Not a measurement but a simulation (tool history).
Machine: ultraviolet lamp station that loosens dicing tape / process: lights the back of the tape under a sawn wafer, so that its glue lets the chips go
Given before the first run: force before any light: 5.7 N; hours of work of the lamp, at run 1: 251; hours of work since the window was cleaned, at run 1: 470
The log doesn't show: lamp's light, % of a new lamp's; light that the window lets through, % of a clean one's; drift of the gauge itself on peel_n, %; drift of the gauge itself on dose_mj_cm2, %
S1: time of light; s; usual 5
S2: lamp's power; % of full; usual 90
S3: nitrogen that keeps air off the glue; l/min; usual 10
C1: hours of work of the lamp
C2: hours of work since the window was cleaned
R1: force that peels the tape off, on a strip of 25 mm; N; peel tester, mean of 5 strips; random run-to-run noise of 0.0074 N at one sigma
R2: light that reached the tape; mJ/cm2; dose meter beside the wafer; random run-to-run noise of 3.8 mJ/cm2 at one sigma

run,day,S1,S2,S3,C1,C2,R1,R2
1,0,5,90,10,251,470,0.437,465
2,0.483,5,90,10,256,475,0.451,471
3,0.967,5,80,10,261,480,0.551,419
# day 1.554: window cleaned of glue's vapour
4,1.554,5,80,10,266,0,0.417,487
5,2.292,9,90,10,273,7,0.21,990
6,3.188,5,90,10,282,16,0.357,540
7,4.1,5,90,10,291,25,0.355,545
8,4.533,5,90,10,295,29,0.347,536
9,5.083,5,70,10,301,34,0.542,412
10,5.471,5,70,10,304,38,0.532,415
11,6.154,3,90,6,311,45,1.146,322
12,6.567,5,90,4,315,49,0.629,528
13,7.292,10,72,3,322,56,0.345,835
14,7.804,10,72,3,327,61,0.36,844
15,8.542,10,72,3,334,68,0.361,838
16,9.279,3,72,5,341,75,1.681,246
17,10.088,5,92,3,349,83,0.792,521
18,10.612,3,95,10,354,88,0.805,324

Predict the results of run 19:
19,11.196,2,64,10,360,94,?,?

{"run 19": {"R1": 2.218, "R2": 144}}
Minus the tool's unlogged condition, the same run would have read R1 1.74 N, R2 184 mJ/cm2.
